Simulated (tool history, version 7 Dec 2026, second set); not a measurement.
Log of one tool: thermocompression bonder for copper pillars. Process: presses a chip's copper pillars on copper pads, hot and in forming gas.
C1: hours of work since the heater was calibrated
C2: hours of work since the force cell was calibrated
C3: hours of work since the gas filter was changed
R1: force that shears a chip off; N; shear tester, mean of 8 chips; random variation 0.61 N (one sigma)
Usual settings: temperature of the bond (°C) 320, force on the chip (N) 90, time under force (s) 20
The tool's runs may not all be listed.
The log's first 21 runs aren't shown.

{"run": 22, "hour": 423.6, "temperature of the bond (°C)": 308, "force on the chip (N)": 76, "time under force (s)": 27, "C1": 549, "C2": 704, "C3": 75, "R1": 93.5}
{"run": 23, "hour": 448.0, "temperature of the bond (°C)": 308, "force on the chip (N)": 76, "time under force (s)": 27, "C1": 559, "C2": 715, "C3": 85, "R1": 93.8}
{"run": 24, "hour": 462.4, "temperature of the bond (°C)": 320, "force on the chip (N)": 58, "time under force (s)": 20, "C1": 565, "C2": 721, "C3": 91, "R1": 79.7}
{"run": 25, "hour": 484.8, "temperature of the bond (°C)": 320, "force on the chip (N)": 58, "time under force (s)": 20, "C1": 575, "C2": 730, "C3": 101, "R1": 80.7}
{"run": 26, "hour": 507.6, "temperature of the bond (°C)": 310, "force on the chip (N)": 132, "time under force (s)": 14, "C1": 584, "C2": 740, "C3": 110, "R1": 105.2}
{"run": 27, "hour": 528.4, "temperature of the bond (°C)": 329, "force on the chip (N)": 104, "time under force (s)": 14, "C1": 593, "C2": 749, "C3": 119, "R1": 107.5}
{"run": 28, "hour": 539.8, "temperature of the bond (°C)": 339, "force on the chip (N)": 131, "time under force (s)": 34, "C1": 598, "C2": 753, "C3": 124, "R1": 140.4}
{"run": 29, "hour": 562.2, "temperature of the bond (°C)": 339, "force on the chip (N)": 131, "time under force (s)": 34, "C1": 607, "C2": 763, "C3": 133, "R1": 141.2}
{"run": 30, "hour": 576.0, "temperature of the bond (°C)": 339, "force on the chip (N)": 131, "time under force (s)": 34, "C1": 613, "C2": 769, "C3": 139, "R1": 140.0}
{"run": 31, "hour": 590.3, "temperature of the bond (°C)": 324, "force on the chip (N)": 66, "time under force (s)": 11, "C1": 619, "C2": 775, "C3": 145, "R1": 73.9}
{"run": 32, "hour": 603.7, "temperature of the bond (°C)": 342, "force on the chip (N)": 81, "time under force (s)": 20, "C1": 625, "C2": 780, "C3": 151, "R1": 111.5}
{"run": 33, "hour": 627.9, "temperature of the bond (°C)": 291, "force on the chip (N)": 89, "time under force (s)": 46, "C1": 635, "C2": 791, "C3": 161, "R1": 101.7}
{"run": 34, "hour": 647.2, "temperature of the bond (°C)": 291, "force on the chip (N)": 89, "time under force (s)": 46, "C1": 643, "C2": 799, "C3": 169, "R1": 102.4}
{"run": 35, "hour": 667.6, "temperature of the bond (°C)": 320, "force on the chip (N)": 90, "time under force (s)": 31, "C1": 652, "C2": 807, "C3": 178, "R1": 113.6}
{"run": 36, "hour": 680.4, "temperature of the bond (°C)": 307, "force on the chip (N)": 90, "time under force (s)": 58, "C1": 657, "C2": 813, "C3": 183, "R1": 119.9}
{"run": 37, "hour": 700.8, "temperature of the bond (°C)": 300, "force on the chip (N)": 56, "time under force (s)": 20, "C1": 666, "C2": 821, "C3": 192, "R1": 63.3}
{"run": 38, "hour": 714.8, "temperature of the bond (°C)": 336, "force on the chip (N)": 72, "time under force (s)": 18, "C1": 672, "C2": 827, "C3": 198, "R1": 99.1}
{"run": 39, "hour": 726.0, "temperature of the bond (°C)": 307, "force on the chip (N)": 95, "time under force (s)": 53, "C1": 676, "C2": 832, "C3": 203, "R1": 120.4}
{"run": 40, "hour": 746.5, "temperature of the bond (°C)": 331, "force on the chip (N)": 90, "time under force (s)": 49, "C1": 685, "C2": 841, "C3": 211, "R1": 130.1}
{"run": 41, "hour": 772.1, "temperature of the bond (°C)": 331, "force on the chip (N)": 124, "time under force (s)": 43, "C1": 696, "C2": 852, "C3": 222, "R1": 135.2}

Forecast each of these 3 alternatives for the next run:
{"run": "A", "hour": 788.4, "temperature of the bond (°C)": 340, "force on the chip (N)": 102, "time under force (s)": 37, "C1": 703, "C2": 858, "C3": 229, "R1": "?"}
{"run": "B", "hour": 788.4, "temperature of the bond (°C)": 336, "force on the chip (N)": 121, "time under force (s)": 43, "C1": 703, "C2": 858, "C3": 229, "R1": "?"}
{"run": "C", "hour": 788.4, "temperature of the bond (°C)": 298, "force on the chip (N)": 63, "time under force (s)": 38, "C1": 703, "C2": 858, "C3": 229, "R1": "?"}

run=A R1=133.0
run=B R1=138.5
run=C R1=82.8
Without the tool's hidden state the same runs would have given:
run=A R1=137.8
run=B R1=143.5
run=C R1=85.3

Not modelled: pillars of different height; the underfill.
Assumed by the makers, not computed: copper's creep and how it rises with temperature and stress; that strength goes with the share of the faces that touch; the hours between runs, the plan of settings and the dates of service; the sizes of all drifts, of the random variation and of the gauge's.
